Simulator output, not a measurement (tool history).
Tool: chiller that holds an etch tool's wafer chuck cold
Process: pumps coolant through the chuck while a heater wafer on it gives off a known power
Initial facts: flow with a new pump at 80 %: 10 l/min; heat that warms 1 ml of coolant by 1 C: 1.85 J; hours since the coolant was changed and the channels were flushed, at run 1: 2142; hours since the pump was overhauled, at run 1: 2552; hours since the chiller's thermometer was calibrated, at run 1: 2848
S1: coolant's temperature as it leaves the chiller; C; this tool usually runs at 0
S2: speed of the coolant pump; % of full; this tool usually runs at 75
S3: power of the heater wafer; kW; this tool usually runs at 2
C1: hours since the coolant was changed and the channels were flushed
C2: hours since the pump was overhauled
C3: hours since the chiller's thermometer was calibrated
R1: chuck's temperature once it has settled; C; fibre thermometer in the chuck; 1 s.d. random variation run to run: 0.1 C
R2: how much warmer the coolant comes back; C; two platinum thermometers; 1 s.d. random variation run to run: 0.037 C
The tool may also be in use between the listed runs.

Run 1, hour 0: usual settings; C1 2142; C2 2552; C3 2848. Result: R1 18.1 C, R2 6.9 C.
Run 2, hour 76.9: usual settings but S3 1.123 kW; C1 2218; C2 2629; C3 2925. Result: R1 10.2 C, R2 3.95 C.
Run 3, hour 151.1: usual settings but S1 -1 C; C1 2293; C2 2703; C3 2999. Result: R1 16.9 C, R2 7.03 C.
Run 4, hour 228.8: usual settings but S1 -1 C; C1 2370; C2 2781; C3 3076. Result: R1 17.2 C, R2 7 C.
Run 5, hour 339.4: usual settings; C1 2481; C2 2891; C3 3187. Result: R1 17.9 C, R2 7 C.
Run 6, hour 458.2: usual settings; C1 2600; C2 3010; C3 3306. Result: R1 18.2 C, R2 7.08 C.
Run 7, hour 561.2: usual settings but S2 61 % of full; C1 2703; C2 3113; C3 3409. Result: R1 22 C, R2 8.9 C.
Run 8, hour 649.4: usual settings but S2 61 % of full; C1 2791; C2 3201; C3 3497. Result: R1 22.2 C, R2 8.92 C.
Run 9, hour 699.3: usual settings but S2 72 % of full; C1 2841; C2 3251; C3 3547. Result: R1 18.7 C, R2 7.55 C.
Run 10, hour 797.5: usual settings but S2 72 % of full; C1 2939; C2 3349; C3 3645. Result: R1 18.6 C, R2 7.55 C.
Run 11, hour 911.2: usual settings but S2 96 % of full; C1 3053; C2 3463; C3 3759. Result: R1 14.1 C, R2 5.66 C.
Run 12, hour 966.6: usual settings but S2 96 % of full; C1 3108; C2 3518; C3 3814. Result: R1 14.1 C, R2 5.71 C.
Run 13, hour 1034: usual settings but S1 -8 C, S2 97 % of full, S3 1.226 kW; C1 3176; C2 3586; C3 3882. Result: R1 0.5 C, R2 3.6 C.
Run 14, hour 1107.8: usual settings but S2 74 % of full, S3 2.571 kW; C1 3249; C2 3660; C3 3955. Result: R1 23.6 C, R2 9.49 C.
Run 15, hour 1213.4: usual settings but S2 76 % of full, S3 1.146 kW; C1 3355; C2 3765; C3 4061. Result: R1 10.4 C, R2 4.31 C.
At hour 1259.4: gauge calibrated.
Run 16, hour 1335.1: usual settings but S1 -8 C, S2 87 % of full, S3 1.985 kW; C1 3477; C2 3887; C3 4183. Result: R1 7.5 C, R2 5.88 C.
Run 17, hour 1449: usual settings but S1 6 C, S2 83 % of full, S3 2.116 kW; C1 3591; C2 4001; C3 4297. Result: R1 23.3 C, R2 6.66 C.
Run 18, hour 1507.3: usual settings but S1 6 C, S2 83 % of full, S3 2.116 kW; C1 3649; C2 4059; C3 4355. Result: R1 23.1 C, R2 6.74 C.
Run 19, hour 1591.6: usual settings but S1 -1 C, S2 71 % of full, S3 2.705 kW; C1 3733; C2 4143; C3 4439. Result: R1 24.6 C, R2 10.13 C.
Run 20, hour 1705: usual settings but S1 2 C, S2 65 % of full, S3 2.705 kW; C1 3847; C2 4257; C3 4553. Result: R1 30 C, R2 11.13 C.
Run 21, hour 1797.1: usual settings but S1 2 C, S3 2.379 kW; C1 3939; C2 4349; C3 4645. Result: R1 23.4 C, R2 8.46 C.
Run 22, hour 1919.8: usual settings but S1 2 C, S3 2.379 kW; C1 4061; C2 4472; C3 4767. Result: R1 23.4 C, R2 8.6 C.

3 ways to go on from here, each from the tool as it stands after run 22. What would each give?
At hour 1999.7: chiller's thermometer calibrated.
Run A, hour 2028: usual settings but S1 2 C, S3 2.379 kW; C1 4169; C2 4579; C3 28. Result: R1 ?, R2 ?.
At hour 1999.7: chiller's thermometer calibrated.
Run B, hour 2028: usual settings but S1 4 C; C1 4169; C2 4579; C3 28. Result: R1 ?, R2 ?.
At hour 1999.7: chiller's thermometer calibrated.
Run C, hour 2028: usual settings but S1 2 C, S2 87 % of full, S3 1.592 kW; C1 4169; C2 4579; C3 28. Result: R1 ?, R2 ?.

run    R1    R2
  A  23.4  8.51
  B  22.5  7.17
  C  14.5  4.99
Without the tool's unlogged condition, the same runs would have read:
run    R1    R2
  A  23.4  8.25
  B  22.4  6.92
  C  14.5  4.73

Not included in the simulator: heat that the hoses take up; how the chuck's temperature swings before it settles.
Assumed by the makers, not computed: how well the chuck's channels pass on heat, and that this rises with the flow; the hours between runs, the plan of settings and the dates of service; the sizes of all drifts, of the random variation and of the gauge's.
